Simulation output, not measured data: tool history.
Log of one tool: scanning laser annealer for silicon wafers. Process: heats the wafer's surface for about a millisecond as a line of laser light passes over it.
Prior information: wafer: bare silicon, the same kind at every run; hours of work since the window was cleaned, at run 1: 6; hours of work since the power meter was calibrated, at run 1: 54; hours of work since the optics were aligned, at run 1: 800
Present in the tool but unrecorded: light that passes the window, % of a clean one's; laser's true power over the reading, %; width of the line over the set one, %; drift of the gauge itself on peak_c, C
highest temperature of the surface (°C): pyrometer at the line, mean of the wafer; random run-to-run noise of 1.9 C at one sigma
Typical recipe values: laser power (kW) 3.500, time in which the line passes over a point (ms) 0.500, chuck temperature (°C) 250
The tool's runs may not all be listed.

run	hour	laser power (kW)	time in which the line passes over a point (ms)	chuck temperature (°C)	hours of work since the window was cleaned	hours of work since the power meter was calibrated	hours of work since the optics were aligned	highest temperature of the surface (°C)
1	0.0	3.500	0.500	250	6	54	800	1083
2	41.6	3.500	0.500	250	35	82	829	1082
3	86.9	3.500	0.500	250	67	114	860	1082
4	151.0	3.500	0.557	250	111	158	905	1133
5	228.9	3.500	0.557	250	165	212	959	1135
6	293.2	3.500	0.557	250	210	257	1004	1132
7	362.9	3.500	0.557	250	258	305	1052	1130
# hour 378.2: optics aligned, line set to its width
8	421.4	3.184	0.500	250	295	342	30	1013
9	469.4	3.184	0.500	250	328	376	63	1011
10	523.4	3.184	0.500	250	366	413	101	1010
11	574.6	3.184	0.500	250	401	449	136	1009
12	649.4	3.184	0.500	250	453	501	188	1006
13	706.5	3.500	0.500	250	493	540	228	1083
14	778.7	3.500	0.500	250	543	590	278	1081
15	859.2	3.500	0.500	250	599	646	334	1082
16	896.2	3.500	0.500	250	624	672	359	1079
# hour 903.1: laser's power meter calibrated
17	972.6	3.500	0.500	250	675	48	410	1076
# hour 1020.6: laser's power meter calibrated, once more
18	1030.5	3.500	0.500	250	713	7	448	1080
19	1090.1	3.145	0.500	250	755	48	490	988
# hour 1117.7: window over the wafer cleaned
20	1160.8	3.145	0.500	250	30	96	537	1005
21	1203.1	3.113	0.500	284	59	125	567	1025
22	1255.7	3.113	0.500	284	96	162	603	1029
23	1327.7	3.113	0.500	284	146	212	653	1027
24	1388.7	3.051	0.500	284	188	254	695	1012
25	1454.1	3.548	0.567	284	233	299	741	1197
26	1514.3	3.548	0.567	284	275	341	782	1195
27	1554.8	3.548	0.567	284	303	369	811	1195
28	1616.5	3.548	0.391	284	346	412	853	1018
29	1678.1	3.548	0.408	231	389	455	896	983
30	1740.9	3.582	0.510	282	432	498	940	1142
31	1775.2	3.500	0.504	250	456	522	963	1086
32	1823.1	3.500	0.409	250	489	555	997	986
33	1900.0	3.401	0.597	236	543	609	1050	1129
# hour 1915.2: optics aligned, line set to its width
34	1962.2	3.503	0.484	250	582	648	33	1069
35	2039.2	3.471	0.500	282	636	702	86	1112
36	2082.7	3.588	0.375	280	666	732	116	1007
37	2116.5	3.588	0.377	266	689	755	140	992
38	2167.7	3.588	0.377	277	725	791	175	1005
39	2203.3	3.398	0.572	283	749	815	200	1159
# hour 2242.5: window over the wafer cleaned
40	2253.3	3.428	0.473	250	7	849	233	1056

Take each entry between the runs: how does the hidden state at the last listed run before it differ from the hidden state at the first listed run after it?
Run 7 -> run 8: optics aligned, line set to its width (hour 378.2)
  light that passes the window, % of a clean one's: 99.1 -> 99.01; laser's true power over the reading, %: -0.03 -> -0.02; width of the line over the set one, %: 3.89 -> 0.2
  measured value less the no-hidden-state value, highest temperature of the surface (°C): -24 -> -9
Run 16 -> run 17: laser's power meter calibrated (hour 903.1)
  light that passes the window, % of a clean one's: 98.21 -> 98.08; laser's true power over the reading, %: 0.15 -> 0.2; width of the line over the set one, %: 1.33 -> 1.51
  measured value less the no-hidden-state value, highest temperature of the surface (°C): -20 -> -21
Run 17 -> run 18: laser's power meter calibrated, once more (hour 1020.6)
  light that passes the window, % of a clean one's: 98.08 -> 97.99; laser's true power over the reading, %: 0.2 -> 0.16; width of the line over the set one, %: 1.51 -> 1.64
  measured value less the no-hidden-state value, highest temperature of the surface (°C): -21 -> -23
Run 19 -> run 20: window over the wafer cleaned (hour 1117.7)
  light that passes the window, % of a clean one's: 97.89 -> 99.82; laser's true power over the reading, %: 0.18 -> 0.2; width of the line over the set one, %: 1.78 -> 1.94
  measured value less the no-hidden-state value, highest temperature of the surface (°C): -22 -> -7
Run 33 -> run 34: optics aligned, line set to its width (hour 1915.2)
  light that passes the window, % of a clean one's: 98.57 -> 98.47; laser's true power over the reading, %: 0.47 -> 0.48; width of the line over the set one, %: 3.67 -> 0.34
  measured value less the no-hidden-state value, highest temperature of the surface (°C): -24 -> -11
Run 39 -> run 40: window over the wafer cleaned (hour 2242.5)
  light that passes the window, % of a clean one's: 98.06 -> 99.86; laser's true power over the reading, %: 0.57 -> 0.59; width of the line over the set one, %: 0.9 -> 1.02
  measured value less the no-hidden-state value, highest temperature of the surface (°C): -16 -> +0
